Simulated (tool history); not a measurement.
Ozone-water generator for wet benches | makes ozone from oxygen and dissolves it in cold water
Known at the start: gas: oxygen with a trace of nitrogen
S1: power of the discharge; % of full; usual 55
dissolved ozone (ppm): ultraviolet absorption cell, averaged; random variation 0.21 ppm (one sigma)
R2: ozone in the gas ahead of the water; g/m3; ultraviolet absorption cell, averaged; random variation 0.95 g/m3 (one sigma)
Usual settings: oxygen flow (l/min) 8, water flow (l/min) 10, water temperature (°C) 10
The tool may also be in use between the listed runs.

{"run": 1, "hour": 0.0, "S1": 55, "oxygen flow (l/min)": 8, "water flow (l/min)": 10, "water temperature (°C)": 10, "dissolved ozone (ppm)": 31.3, "R2": 161.3}
{"run": 2, "hour": 64.1, "S1": 55, "oxygen flow (l/min)": 8, "water flow (l/min)": 13, "water temperature (°C)": 10, "dissolved ozone (ppm)": 26.9, "R2": 159.8}
{"run": 3, "hour": 102.2, "S1": 55, "oxygen flow (l/min)": 8, "water flow (l/min)": 13, "water temperature (°C)": 10, "dissolved ozone (ppm)": 26.9, "R2": 160.9}
{"run": 4, "hour": 132.8, "S1": 55, "oxygen flow (l/min)": 8, "water flow (l/min)": 13, "water temperature (°C)": 10, "dissolved ozone (ppm)": 26.7, "R2": 158.9}
{"run": 5, "hour": 195.4, "S1": 55, "oxygen flow (l/min)": 11.5, "water flow (l/min)": 13, "water temperature (°C)": 10, "dissolved ozone (ppm)": 25.5, "R2": 131.7}
{"run": 6, "hour": 238.9, "S1": 55, "oxygen flow (l/min)": 13.53, "water flow (l/min)": 10, "water temperature (°C)": 10, "dissolved ozone (ppm)": 28.2, "R2": 124.4}
{"run": 7, "hour": 281.3, "S1": 55, "oxygen flow (l/min)": 13.53, "water flow (l/min)": 10, "water temperature (°C)": 10, "dissolved ozone (ppm)": 28.2, "R2": 123.2}
{"run": 8, "hour": 323.1, "S1": 55, "oxygen flow (l/min)": 8, "water flow (l/min)": 10, "water temperature (°C)": 10, "dissolved ozone (ppm)": 31.9, "R2": 157.8}
{"run": 9, "hour": 358.0, "S1": 55, "oxygen flow (l/min)": 8, "water flow (l/min)": 10, "water temperature (°C)": 6, "dissolved ozone (ppm)": 34.2, "R2": 157.4}
{"run": 10, "hour": 419.7, "S1": 55, "oxygen flow (l/min)": 8, "water flow (l/min)": 10, "water temperature (°C)": 6, "dissolved ozone (ppm)": 34.7, "R2": 158.7}
{"run": 11, "hour": 454.5, "S1": 55, "oxygen flow (l/min)": 8, "water flow (l/min)": 9, "water temperature (°C)": 10, "dissolved ozone (ppm)": 33.6, "R2": 156.5}
{"run": 12, "hour": 515.2, "S1": 55, "oxygen flow (l/min)": 8, "water flow (l/min)": 9, "water temperature (°C)": 10, "dissolved ozone (ppm)": 33.5, "R2": 157.2}
{"run": 13, "hour": 578.5, "S1": 55, "oxygen flow (l/min)": 8, "water flow (l/min)": 10, "water temperature (°C)": 10, "dissolved ozone (ppm)": 31.5, "R2": 158.5}
{"run": 14, "hour": 640.6, "S1": 60, "oxygen flow (l/min)": 8, "water flow (l/min)": 10, "water temperature (°C)": 10, "dissolved ozone (ppm)": 33.1, "R2": 164.4}
{"run": 15, "hour": 699.0, "S1": 60, "oxygen flow (l/min)": 8, "water flow (l/min)": 10, "water temperature (°C)": 10, "dissolved ozone (ppm)": 33.3, "R2": 167.2}
{"run": 16, "hour": 765.2, "S1": 60, "oxygen flow (l/min)": 8, "water flow (l/min)": 10, "water temperature (°C)": 10, "dissolved ozone (ppm)": 33, "R2": 165.7}
{"run": 17, "hour": 828.6, "S1": 60, "oxygen flow (l/min)": 8, "water flow (l/min)": 10, "water temperature (°C)": 10, "dissolved ozone (ppm)": 33.4, "R2": 166}
{"run": 18, "hour": 893.0, "S1": 60, "oxygen flow (l/min)": 8, "water flow (l/min)": 10, "water temperature (°C)": 10, "dissolved ozone (ppm)": 33, "R2": 163.6}
{"run": 19, "hour": 938.5, "S1": 49, "oxygen flow (l/min)": 7.8, "water flow (l/min)": 11, "water temperature (°C)": 8, "dissolved ozone (ppm)": 29.5, "R2": 150.1}
{"run": 20, "hour": 972.7, "S1": 49, "oxygen flow (l/min)": 7.8, "water flow (l/min)": 11, "water temperature (°C)": 8, "dissolved ozone (ppm)": 29.3, "R2": 150.1}
{"run": 21, "hour": 1007.6, "S1": 49, "oxygen flow (l/min)": 7.8, "water flow (l/min)": 11, "water temperature (°C)": 8, "dissolved ozone (ppm)": 29.4, "R2": 148.9}
{"run": 22, "hour": 1069.1, "S1": 92, "oxygen flow (l/min)": 7.46, "water flow (l/min)": 15, "water temperature (°C)": 6, "dissolved ozone (ppm)": 34.5, "R2": 213}
{"run": 23, "hour": 1130.9, "S1": 41, "oxygen flow (l/min)": 7.46, "water flow (l/min)": 7, "water temperature (°C)": 6, "dissolved ozone (ppm)": 36.1, "R2": 137.3}
{"run": 24, "hour": 1194.1, "S1": 55, "oxygen flow (l/min)": 8.13, "water flow (l/min)": 10, "water temperature (°C)": 10, "dissolved ozone (ppm)": 31.3, "R2": 155.2}
{"hour": 1217.6, "done": "gauge calibrated"}
{"run": 25, "hour": 1238.4, "S1": 55, "oxygen flow (l/min)": 8.13, "water flow (l/min)": 10, "water temperature (°C)": 10, "dissolved ozone (ppm)": 31.6, "R2": 161.9}
{"run": 26, "hour": 1288.8, "S1": 55, "oxygen flow (l/min)": 8.13, "water flow (l/min)": 10, "water temperature (°C)": 10, "dissolved ozone (ppm)": 31.5, "R2": 158.8}
{"run": 27, "hour": 1331.0, "S1": 52, "oxygen flow (l/min)": 14.12, "water flow (l/min)": 10, "water temperature (°C)": 10, "dissolved ozone (ppm)": 27.2, "R2": 117.3}
{"run": 28, "hour": 1382.4, "S1": 52, "oxygen flow (l/min)": 10.45, "water flow (l/min)": 10, "water temperature (°C)": 10, "dissolved ozone (ppm)": 28.8, "R2": 135.4}
{"run": 29, "hour": 1443.8, "S1": 55, "oxygen flow (l/min)": 8, "water flow (l/min)": 10, "water temperature (°C)": 10, "dissolved ozone (ppm)": 31.3, "R2": 159.8}
{"run": 30, "hour": 1510.3, "S1": 55, "oxygen flow (l/min)": 14.19, "water flow (l/min)": 10, "water temperature (°C)": 10, "dissolved ozone (ppm)": 27.9, "R2": 121.5}
{"run": 31, "hour": 1547.6, "S1": 63, "oxygen flow (l/min)": 4.27, "water flow (l/min)": 10, "water temperature (°C)": 10, "dissolved ozone (ppm)": 35.5, "R2": 235.7}
{"run": 32, "hour": 1610.0, "S1": 42, "oxygen flow (l/min)": 8, "water flow (l/min)": 10, "water temperature (°C)": 10, "dissolved ozone (ppm)": 27.2, "R2": 137.1}
{"run": 33, "hour": 1640.5, "S1": 55, "oxygen flow (l/min)": 6.3, "water flow (l/min)": 10, "water temperature (°C)": 10, "dissolved ozone (ppm)": 32.6, "R2": 179.4}

Hidden state or all else? Some run-to-run changes of R2, split into what the settings, what came in and random variation would give without the hidden state, and what is left for the hidden state (with any gauge scatter that isn't in both results):
The hidden state here: yield of the discharge, % of new electrodes'; contactor's efficiency, % of a clean one's; true water temperature over the reading, C; drift of the gauge itself on ozone_ppm, %; drift of the gauge itself on gas_g_m3, %.
Run 21 -> 22: S1 49 -> 92, oxygen flow (l/min) 7.8 -> 7.46, water flow (l/min) 11 -> 15, water temperature (°C) 8 -> 6. R2 +64.1 g/m3: hidden state -2, all else +66.1.
Run 22 -> 23: S1 92 -> 41, water flow (l/min) 15 -> 7. R2 -75.7 g/m3: hidden state +1.9, all else -77.6.
Run 24 -> 25: gauge calibrated. R2 +6.7 g/m3: hidden state +4.7, all else +2.
Run 30 -> 31: S1 55 -> 63, oxygen flow (l/min) 14.19 -> 4.27. R2 +114.2 g/m3: hidden state -1.1, all else +115.3.
Run 31 -> 32: S1 63 -> 42, oxygen flow (l/min) 4.27 -> 8. R2 -98.6 g/m3: hidden state +0.6, all else -99.2.
